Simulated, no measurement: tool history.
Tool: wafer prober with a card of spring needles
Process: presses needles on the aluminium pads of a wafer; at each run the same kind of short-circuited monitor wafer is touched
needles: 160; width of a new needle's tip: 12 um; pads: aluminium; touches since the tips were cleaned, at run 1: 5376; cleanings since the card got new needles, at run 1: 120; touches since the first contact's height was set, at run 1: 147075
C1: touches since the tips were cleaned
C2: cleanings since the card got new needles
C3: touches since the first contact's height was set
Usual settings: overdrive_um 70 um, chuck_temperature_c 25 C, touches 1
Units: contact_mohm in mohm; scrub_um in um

{"run": 1, "hour": 0.0, "overdrive_um": 70, "chuck_temperature_c": 25, "touches": 1, "C1": 5376, "C2": 120, "C3": 147075, "contact_mohm": 197, "scrub_um": 15.05}
{"hour": 3.4, "done": "tips cleaned on abrasive film"}
{"hour": 16.7, "done": "tips cleaned on abrasive film"}
{"hour": 33.3, "done": "tips cleaned on abrasive film"}
{"hour": 49.9, "done": "tips cleaned on abrasive film"}
{"hour": 63.2, "done": "tips cleaned on abrasive film"}
{"hour": 79.9, "done": "tips cleaned on abrasive film"}
{"run": 2, "hour": 88.9, "overdrive_um": 56, "chuck_temperature_c": 25, "touches": 1, "C1": 4716, "C2": 126, "C3": 193266, "contact_mohm": 194, "scrub_um": 11.99}
{"hour": 95.6, "done": "tips cleaned on abrasive film"}
{"hour": 108.9, "done": "tips cleaned on abrasive film"}
{"hour": 125.5, "done": "tips cleaned on abrasive film"}
{"hour": 125.8, "done": "height of the first contact set anew"}
{"run": 3, "hour": 137.2, "overdrive_um": 56, "chuck_temperature_c": 25, "touches": 1, "C1": 5964, "C2": 129, "C3": 5964, "contact_mohm": 199, "scrub_um": 12.09}
{"hour": 140.6, "done": "tips cleaned on abrasive film"}
{"hour": 153.9, "done": "tips cleaned on abrasive film"}
{"hour": 170.5, "done": "tips cleaned on abrasive film"}
{"run": 4, "hour": 179.3, "overdrive_um": 56, "chuck_temperature_c": 25, "touches": 1, "C1": 4582, "C2": 132, "C3": 27826, "contact_mohm": 196, "scrub_um": 12.06}
{"hour": 186.0, "done": "tips cleaned on abrasive film"}
{"hour": 202.6, "done": "tips cleaned on abrasive film"}
{"hour": 215.9, "done": "tips cleaned on abrasive film"}
{"hour": 232.5, "done": "tips cleaned on abrasive film"}
{"run": 5, "hour": 236.2, "overdrive_um": 70, "chuck_temperature_c": 25, "touches": 1, "C1": 1920, "C2": 136, "C3": 57394, "contact_mohm": 194, "scrub_um": 15.07}
{"hour": 246.2, "done": "tips cleaned on abrasive film"}
{"hour": 262.8, "done": "tips cleaned on abrasive film"}
{"hour": 279.4, "done": "tips cleaned on abrasive film"}
{"run": 6, "hour": 288.2, "overdrive_um": 51, "chuck_temperature_c": 25, "touches": 1, "C1": 4604, "C2": 139, "C3": 84462, "contact_mohm": 196, "scrub_um": 10.97}
{"hour": 294.9, "done": "tips cleaned on abrasive film"}
{"hour": 308.2, "done": "tips cleaned on abrasive film"}
{"hour": 324.8, "done": "tips cleaned on abrasive film"}
{"hour": 341.4, "done": "tips cleaned on abrasive film"}
{"run": 7, "hour": 349.0, "overdrive_um": 76, "chuck_temperature_c": 25, "touches": 1, "C1": 3956, "C2": 143, "C3": 116067, "contact_mohm": 192, "scrub_um": 16.35}
{"hour": 355.7, "done": "tips cleaned on abrasive film"}
{"hour": 372.3, "done": "tips cleaned on abrasive film"}
{"hour": 385.6, "done": "tips cleaned on abrasive film"}
{"hour": 402.2, "done": "tips cleaned on abrasive film"}
{"hour": 417.5, "done": "tips cleaned on abrasive film"}
{"run": 8, "hour": 417.5, "overdrive_um": 89, "chuck_temperature_c": 25, "touches": 1, "C1": 0, "C2": 148, "C3": 151660, "contact_mohm": 193, "scrub_um": 19.17}
{"hour": 434.1, "done": "tips cleaned on abrasive film"}
{"hour": 447.4, "done": "tips cleaned on abrasive film"}
{"hour": 464.0, "done": "tips cleaned on abrasive film"}
{"run": 9, "hour": 470.4, "overdrive_um": 89, "chuck_temperature_c": 25, "touches": 1, "C1": 3366, "C2": 151, "C3": 179218, "contact_mohm": 193, "scrub_um": 19.22}
{"hour": 480.5, "done": "tips cleaned on abrasive film"}
{"hour": 497.1, "done": "tips cleaned on abrasive film"}
{"hour": 513.7, "done": "tips cleaned on abrasive film"}
{"hour": 530.3, "done": "tips cleaned on abrasive film"}
{"hour": 533.9, "done": "height of the first contact set anew"}
{"hour": 547.2, "done": "tips cleaned on abrasive film"}
{"hour": 562.4, "done": "tips cleaned on abrasive film"}
{"run": 10, "hour": 562.4, "overdrive_um": 70, "chuck_temperature_c": 25, "touches": 1, "C1": 0, "C2": 157, "C3": 14832, "contact_mohm": 193, "scrub_um": 15.11}
{"hour": 579.0, "done": "tips cleaned on abrasive film"}
{"hour": 595.6, "done": "tips cleaned on abrasive film"}
{"hour": 612.3, "done": "tips cleaned on abrasive film"}
{"hour": 628.9, "done": "tips cleaned on abrasive film"}
{"hour": 645.5, "done": "tips cleaned on abrasive film"}
{"run": 11, "hour": 649.1, "overdrive_um": 70, "chuck_temperature_c": 25, "touches": 3, "C1": 1882, "C2": 162, "C3": 59914, "contact_mohm": 194, "scrub_um": 15.14}
{"hour": 659.1, "done": "tips cleaned on abrasive film"}
{"hour": 675.7, "done": "tips cleaned on abrasive film"}
{"hour": 692.3, "done": "tips cleaned on abrasive film"}
{"hour": 708.9, "done": "tips cleaned on abrasive film"}
{"hour": 722.2, "done": "tips cleaned on abrasive film"}
{"run": 12, "hour": 733.2, "overdrive_um": 70, "chuck_temperature_c": 25, "touches": 3, "C1": 5722, "C2": 167, "C3": 103655, "contact_mohm": 194, "scrub_um": 15.13}
{"hour": 736.6, "done": "tips cleaned on abrasive film"}
{"hour": 753.2, "done": "tips cleaned on abrasive film"}
{"hour": 766.5, "done": "tips cleaned on abrasive film"}
{"hour": 783.1, "done": "tips cleaned on abrasive film"}
{"hour": 797.9, "done": "tips cleaned on abrasive film"}
{"run": 13, "hour": 797.9, "overdrive_um": 70, "chuck_temperature_c": 25, "touches": 3, "C1": 0, "C2": 172, "C3": 137269, "contact_mohm": 195, "scrub_um": 15.1}
{"hour": 814.5, "done": "tips cleaned on abrasive film"}
{"hour": 831.1, "done": "tips cleaned on abrasive film"}
{"hour": 847.7, "done": "tips cleaned on abrasive film"}
{"run": 14, "hour": 854.4, "overdrive_um": 71, "chuck_temperature_c": 85, "touches": 2, "C1": 3493, "C2": 175, "C3": 166683, "contact_mohm": 208, "scrub_um": 15.36}
{"hour": 861.1, "done": "tips cleaned on abrasive film"}
{"hour": 877.7, "done": "tips cleaned on abrasive film"}
{"hour": 894.3, "done": "tips cleaned on abrasive film"}
{"hour": 910.8, "done": "tips cleaned on abrasive film"}
{"run": 15, "hour": 910.8, "overdrive_um": 50, "chuck_temperature_c": 92, "touches": 1, "C1": 0, "C2": 179, "C3": 196015, "contact_mohm": 212, "scrub_um": 10.79}
{"hour": 927.5, "done": "tips cleaned on abrasive film"}
{"hour": 941.0, "done": "height of the first contact set anew"}
{"hour": 944.4, "done": "tips cleaned on abrasive film"}
{"hour": 961.0, "done": "tips cleaned on abrasive film"}
{"hour": 977.6, "done": "tips cleaned on abrasive film"}
{"hour": 992.8, "done": "tips cleaned on abrasive film"}
{"run": 16, "hour": 992.8, "overdrive_um": 87, "chuck_temperature_c": 26, "touches": 1, "C1": 0, "C2": 184, "C3": 26930, "contact_mohm": 194, "scrub_um": 18.84}
{"hour": 1009.4, "done": "tips cleaned on abrasive film"}
{"hour": 1026.0, "done": "tips cleaned on abrasive film"}
{"hour": 1042.6, "done": "tips cleaned on abrasive film"}
{"run": 17, "hour": 1052.2, "overdrive_um": 57, "chuck_temperature_c": 88, "touches": 2, "C1": 4974, "C2": 187, "C3": 57825, "contact_mohm": 205, "scrub_um": 12.31}
{"hour": 1058.9, "done": "tips cleaned on abrasive film"}
{"hour": 1072.2, "done": "tips cleaned on abrasive film"}
{"hour": 1088.8, "done": "tips cleaned on abrasive film"}
{"run": 18, "hour": 1095.5, "overdrive_um": 55, "chuck_temperature_c": 88, "touches": 2, "C1": 3520, "C2": 190, "C3": 80353, "contact_mohm": 209, "scrub_um": 11.93}
{"hour": 1102.2, "done": "tips cleaned on abrasive film"}
{"hour": 1118.8, "done": "tips cleaned on abrasive film"}
{"hour": 1132.1, "done": "tips cleaned on abrasive film"}
{"hour": 1148.7, "done": "tips cleaned on abrasive film"}
{"hour": 1165.3, "done": "tips cleaned on abrasive film"}
{"run": 19, "hour": 1168.8, "overdrive_um": 55, "chuck_temperature_c": 88, "touches": 2, "C1": 1790, "C2": 195, "C3": 118426, "contact_mohm": 211, "scrub_um": 11.92}
{"hour": 1178.7, "done": "tips cleaned on abrasive film"}
{"hour": 1195.3, "done": "tips cleaned on abrasive film"}
{"hour": 1211.9, "done": "tips cleaned on abrasive film"}
{"hour": 1228.6, "done": "tips cleaned on abrasive film"}
{"hour": 1245.2, "done": "tips cleaned on abrasive film"}
{"run": 20, "hour": 1257.1, "overdrive_um": 55, "chuck_temperature_c": 88, "touches": 2, "C1": 6250, "C2": 200, "C3": 164401, "contact_mohm": 212, "scrub_um": 11.94}
{"hour": 1260.5, "done": "tips cleaned on abrasive film"}
{"hour": 1277.1, "done": "tips cleaned on abrasive film"}
{"hour": 1290.4, "done": "tips cleaned on abrasive film"}
{"hour": 1307.0, "done": "tips cleaned on abrasive film"}
{"hour": 1323.6, "done": "tips cleaned on abrasive film"}
{"run": 21, "hour": 1330.1, "overdrive_um": 55, "chuck_temperature_c": 88, "touches": 2, "C1": 3357, "C2": 205, "C3": 202319, "contact_mohm": 211, "scrub_um": 11.9}
{"hour": 1340.1, "done": "tips cleaned on abrasive film"}
{"hour": 1350.3, "done": "height of the first contact set anew"}
{"hour": 1357.0, "done": "tips cleaned on abrasive film"}
{"hour": 1373.6, "done": "tips cleaned on abrasive film"}
{"run": 22, "hour": 1384.7, "overdrive_um": 71, "chuck_temperature_c": 25, "touches": 1, "C1": 5827, "C2": 208, "C3": 17923, "contact_mohm": 197, "scrub_um": 15.35}
{"hour": 1388.1, "done": "tips cleaned on abrasive film"}
{"hour": 1404.7, "done": "tips cleaned on abrasive film"}
{"hour": 1421.3, "done": "tips cleaned on abrasive film"}
{"hour": 1438.0, "done": "tips cleaned on abrasive film"}
{"run": 23, "hour": 1448.8, "overdrive_um": 71, "chuck_temperature_c": 25, "touches": 1, "C1": 5692, "C2": 212, "C3": 51266, "contact_mohm": 195, "scrub_um": 15.36}
{"hour": 1452.2, "done": "tips cleaned on abrasive film"}
{"hour": 1465.5, "done": "tips cleaned on abrasive film"}
{"hour": 1482.2, "done": "tips cleaned on abrasive film"}
{"hour": 1498.8, "done": "tips cleaned on abrasive film"}
{"hour": 1512.1, "done": "tips cleaned on abrasive film"}
{"hour": 1528.7, "done": "tips cleaned on abrasive film"}
{"run": 24, "hour": 1538.4, "overdrive_um": 76, "chuck_temperature_c": 106, "touches": 2, "C1": 5074, "C2": 218, "C3": 97812, "contact_mohm": 212, "scrub_um": 16.49}

Measured less the same run without the tool's hidden state. The same run-to-run variation is in both; the gauge's scatter may not be:
The hidden state here: debris on the tips, nm; way that the needles fall short of the set height, um; tips' diameter, um; drift of the gauge itself on contact_mohm, %; drift of the gauge itself on scrub_um, %.
run=1 scrub_um=+0
run=2 scrub_um=+0.01
run=3 scrub_um=+0.01
run=4 scrub_um=+0.01
run=5 scrub_um=+0.02
run=6 scrub_um=+0.02
run=7 scrub_um=+0.03
run=8 scrub_um=+0.05
run=9 scrub_um=+0.05
run=10 scrub_um=+0.04
run=11 scrub_um=+0.05
run=12 scrub_um=+0.06
run=13 scrub_um=+0.07
run=14 scrub_um=+0.07
run=15 scrub_um=+0.05
run=16 scrub_um=+0.11
run=17 scrub_um=+0.07
run=18 scrub_um=+0.07
run=19 scrub_um=+0.07
run=20 scrub_um=+0.08
run=21 scrub_um=+0.08
run=22 scrub_um=+0.11
run=23 scrub_um=+0.12
run=24 scrub_um=+0.14
contact_mohm: within 1 mohm of the measured result in every run.
